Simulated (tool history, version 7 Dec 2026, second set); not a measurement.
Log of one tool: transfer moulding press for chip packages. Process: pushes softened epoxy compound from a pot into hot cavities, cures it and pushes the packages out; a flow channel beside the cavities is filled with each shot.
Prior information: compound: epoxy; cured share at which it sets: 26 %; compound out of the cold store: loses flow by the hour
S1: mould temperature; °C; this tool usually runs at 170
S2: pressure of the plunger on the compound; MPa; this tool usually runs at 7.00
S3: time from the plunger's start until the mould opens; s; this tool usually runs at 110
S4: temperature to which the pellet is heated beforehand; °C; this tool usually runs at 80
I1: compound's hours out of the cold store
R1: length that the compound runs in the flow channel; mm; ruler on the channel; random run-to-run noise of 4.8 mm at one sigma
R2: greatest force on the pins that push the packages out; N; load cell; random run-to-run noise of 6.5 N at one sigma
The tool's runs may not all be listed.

| run | hour | S1 | S2 | S3 | S4 | I1 | R1 | R2 |
|---|---|---|---|---|---|---|---|---|
| 1 | 0.0 | 170 | 7.00 | 110 | 80 | 35.4 | 485 | 244 |
| 2 | 16.7 | 170 | 7.00 | 110 | 80 | 39.6 | 468 | 247 |
| 3 | 25.1 | 170 | 7.00 | 110 | 80 | 32.6 | 488 | 245 |
| 4 | 42.5 | 170 | 7.00 | 110 | 80 | 20.1 | 527 | 246 |
| 5 | 62.4 | 170 | 7.00 | 110 | 80 | 13.6 | 555 | 248 |
| 6 | 78.7 | 170 | 7.00 | 110 | 80 | 29.5 | 501 | 247 |
| 7 | 89.3 | 170 | 7.00 | 110 | 85 | 26.3 | 504 | 251 |
| 8 | 106.8 | 170 | 7.00 | 110 | 85 | 41.9 | 461 | 242 |
| 9 | 122.4 | 170 | 7.00 | 110 | 80 | 47.5 | 442 | 246 |
| 10 | 131.7 | 170 | 7.00 | 110 | 80 | 8.5 | 565 | 263 |
|  | 134.4 | cavities cleaned with cleaning compound and waxed |
| 11 | 149.8 | 170 | 7.00 | 110 | 80 | 38.5 | 471 | 234 |
|  | 164.7 | plunger's sealing rings changed |
| 12 | 169.6 | 170 | 7.00 | 110 | 80 | 47.0 | 438 | 241 |
| 13 | 179.9 | 170 | 7.00 | 110 | 80 | 11.7 | 560 | 258 |
| 14 | 200.2 | 170 | 7.00 | 110 | 80 | 34.7 | 483 | 251 |
| 15 | 210.5 | 170 | 7.47 | 105 | 80 | 30.5 | 507 | 261 |
| 16 | 220.8 | 170 | 7.47 | 105 | 80 | 43.2 | 465 | 264 |
| 17 | 235.4 | 170 | 7.47 | 105 | 80 | 26.7 | 516 | 274 |
| 18 | 248.2 | 170 | 5.33 | 105 | 81 | 21.9 | 459 | 270 |
| 19 | 260.9 | 170 | 6.49 | 110 | 80 | 15.3 | 533 | 258 |
|  | 271.9 | cavities cleaned with cleaning compound and waxed |
| 20 | 278.8 | 167 | 6.49 | 100 | 71 | 17.2 | 532 | 373 |
| 21 | 298.2 | 167 | 6.49 | 100 | 71 | 34.8 | 474 | 341 |

What does the tool deliver on the next run?
| 22 | 307.9 | 163 | 7.31 | 133 | 71 | 38.6 | ? | ? |

{"run 22": {"R1": 496, "R2": 268}}
Without the tool's hidden state the same run would have given R1 497 mm, R2 267 N.
